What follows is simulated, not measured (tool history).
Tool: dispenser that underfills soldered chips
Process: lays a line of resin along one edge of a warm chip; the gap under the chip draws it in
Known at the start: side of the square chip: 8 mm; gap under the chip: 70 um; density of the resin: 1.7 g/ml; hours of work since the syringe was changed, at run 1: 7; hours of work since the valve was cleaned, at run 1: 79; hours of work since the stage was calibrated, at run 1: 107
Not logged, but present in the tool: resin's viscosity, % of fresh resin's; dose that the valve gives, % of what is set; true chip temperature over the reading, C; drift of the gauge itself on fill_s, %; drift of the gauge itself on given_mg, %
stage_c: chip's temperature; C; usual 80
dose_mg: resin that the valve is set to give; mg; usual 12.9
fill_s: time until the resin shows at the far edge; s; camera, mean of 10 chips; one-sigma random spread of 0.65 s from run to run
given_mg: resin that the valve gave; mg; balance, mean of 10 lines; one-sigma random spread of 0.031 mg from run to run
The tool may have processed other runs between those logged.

run   hour  stage_c  dose_mg  hours of work since the syringe was changed  hours of work since the valve was cleaned  hours of work since the stage was calibrated  fill_s  given_mg
  1      0       80     12.9                                            7                                         79                                           107    92.4     12.39
       3.7  -- new syringe of resin
  2    5.4       80     12.9                                            1                                         82                                           110    61.4     12.38
  3   10.6       80     12.9                                            4                                         85                                           113      74     12.36
      19.4  -- new syringe of resin
  4   19.4       80     12.9                                            0                                         90                                           119    55.9     12.38
  5   29.8       80     12.8                                            6                                         97                                           125    86.7     12.26
      34.9  -- new syringe of resin
  6   41.2       80     12.8                                            4                                        103                                           132    76.6      12.2
  7     47       80     12.8                                            7                                        107                                           135    96.1     12.13
      50.8  -- new syringe of resin
  8   58.4       80     12.2                                            5                                        114                                           142    77.7     11.53
      61.7  -- dispensing valve cleaned and set on the balance
  9   64.5       86     12.9                                            8                                          2                                           145    73.9     12.88
      67.7  -- new syringe of resin
 10   73.5       86     12.9                                            4                                          7                                           150    58.2     12.83
 11     79       94     12.9                                            7                                         10                                           154      54      12.8
      83.8  -- new syringe of resin
 12   85.2       80     12.6                                            1                                         14                                           157    60.8     12.52
 13     94       76     12.6                                            6                                         19                                           163    99.9     12.47
       100  -- new syringe of resin
 14  104.7       76     12.6                                            3                                         26                                           169    81.2     12.46
 15  109.8       80     12.9                                            6                                         29                                           172    84.4     12.74
     116.4  -- new syringe of resin
 16  117.7       80     12.9                                            1                                         33                                           177    61.2     12.71
 17  122.7       80     12.9                                            4                                         36                                           180    74.3     12.66
       132  -- new syringe of resin
 18  133.7       80     13.8                                            1                                         43                                           186      59     13.52
 19  144.9       83     13.8                                            8                                         50                                           193    83.3     13.51
     148.2  -- new syringe of resin
 20  157.2       67       16                                            5                                         57                                           200   141.7     15.55
 21  162.4       78     14.9                                            9                                         60                                           204   108.7     14.47
     163.7  -- new syringe of resin
 22  171.5       95     14.9                                            5                                         66                                           209    42.4     14.43
     179.6  -- new syringe of resin
 23  179.9       76     12.5                                            0                                         71                                           214    69.9     12.11
 24  187.2       80     14.5                                            5                                         75                                           218    76.9     13.96
     195.3  -- new syringe of resin
 25    199       80     14.5                                            2                                         82                                           225    66.7      13.9
 26  209.7       88     12.2                                            9                                         89                                           232    76.5     11.69
       211  -- new syringe of resin
 27  217.1       88     12.2                                            4                                         93                                           236      53     11.64
     226.5  -- new syringe of resin
 28  229.5       76     11.6                                            2                                        100                                           244    75.7     11.04
 29  236.7       74       12                                            6                                        105                                           248   111.2     11.42
     242.6  -- new syringe of resin
 30  245.7       80     12.2                                            2                                        110                                           253    63.6     11.56
     255.6  -- dispensing valve cleaned and set on the balance
 31  257.1       80     14.2                                            8                                          1                                           260    96.2     14.23
     259.4  -- new syringe of resin
 32  269.6       78     13.5                                            6                                          8                                           267    91.8     13.46
     275.7  -- new syringe of resin
 33    278       78     13.5                                            1                                         13                                           272    66.4     13.46
 34  286.5       91     13.5                                            7                                         18                                           277    57.4     13.38
       292  -- new syringe of resin
 35  294.5       74       16                                            2                                         23                                           282    77.9     15.94
 36  301.5       74       16                                            6                                         27                                           286   103.5     15.81

Here are 3 independent what-if runs from the current tool condition. What would each one return?
     308.3  -- new syringe of resin
  A   309       88     14.2                                            0                                         32                                           291       ?         ?
     308.3  -- new syringe of resin
  B   309       65     15.9                                            0                                         32                                           291       ?         ?
     308.3  -- new syringe of resin
  C   309       81     16.3                                            0                                         32                                           291       ?         ?

run  fill_s  given_mg
  A    41.7     14.04
  B   104.2     15.71
  C    55.3     16.14
Without the tool's hidden state the same runs would have given:
run  fill_s  given_mg
  A    42.4     14.21
  B   106.5      15.9
  C    56.3     16.34
